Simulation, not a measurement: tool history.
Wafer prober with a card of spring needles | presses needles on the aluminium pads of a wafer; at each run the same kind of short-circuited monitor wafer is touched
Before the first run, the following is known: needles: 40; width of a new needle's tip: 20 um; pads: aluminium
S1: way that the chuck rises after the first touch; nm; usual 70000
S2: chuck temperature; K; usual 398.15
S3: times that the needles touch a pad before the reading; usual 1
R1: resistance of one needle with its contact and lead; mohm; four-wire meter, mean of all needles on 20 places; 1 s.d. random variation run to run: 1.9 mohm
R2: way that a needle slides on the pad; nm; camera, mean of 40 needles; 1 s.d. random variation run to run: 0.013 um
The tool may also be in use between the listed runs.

Run 1, hour 0: usual settings. Result: R1 263 mohm, R2 10860 nm.
Run 2, hour 7: usual settings. Result: R1 289 mohm, R2 10860 nm.
At hour 8.5: tips cleaned on abrasive film.
At hour 12.6: height of the first contact set anew.
Run 3, hour 15.6: usual settings but S1 56000 nm. Result: R1 285 mohm, R2 8740 nm.
Run 4, hour 21.7: usual settings but S2 320.15 K. Result: R1 280 mohm, R2 10920 nm.
At hour 26.5: tips cleaned on abrasive film.
Run 5, hour 27.7: usual settings but S1 65000 nm. Result: R1 233 mohm, R2 10160 nm.
Run 6, hour 34.5: usual settings. Result: R1 267 mohm, R2 10940 nm.
Run 7, hour 40.9: usual settings. Result: R1 285 mohm, R2 10930 nm.
At hour 44.3: tips cleaned on abrasive film.
Run 8, hour 45.1: usual settings but S2 329.15 K. Result: R1 208 mohm, R2 10920 nm.
Run 9, hour 52.7: usual settings but S1 60000 nm, S2 299.15 K, S3 2. Result: R1 249 mohm, R2 9330 nm.
Run 10, hour 59.8: usual settings but S1 60000 nm, S2 299.15 K, S3 2. Result: R1 262 mohm, R2 9340 nm.
At hour 61.5: tips cleaned on abrasive film.
Run 11, hour 64.5: usual settings but S1 84000 nm, S2 370.15 K, S3 2. Result: R1 205 mohm, R2 13080 nm.
Run 12, hour 73: usual settings but S1 89000 nm, S2 393.15 K. Result: R1 248 mohm, R2 13870 nm.

Table of differences, measured result less the result of that run with no hidden state. Run-to-run variation is the same in both. Gauge scatter possibly is not:
Hidden state present: debris on the tips, nm; way that the needles fall short of the set height, um; tips' diameter, um; drift of the gauge itself on contact_mohm, %; drift of the gauge itself on scrub_um, %.
run   R1   R2
  1  +60  -70
  2  +83  -70
  3  +77   +0
  4  +87   +0
  5  +23  -10
  6  +59  -10
  7  +80  -10
  8  +17  -10
  9  +58  -20
 10  +77  -10
 11  +12  -20
 12  +46  -20
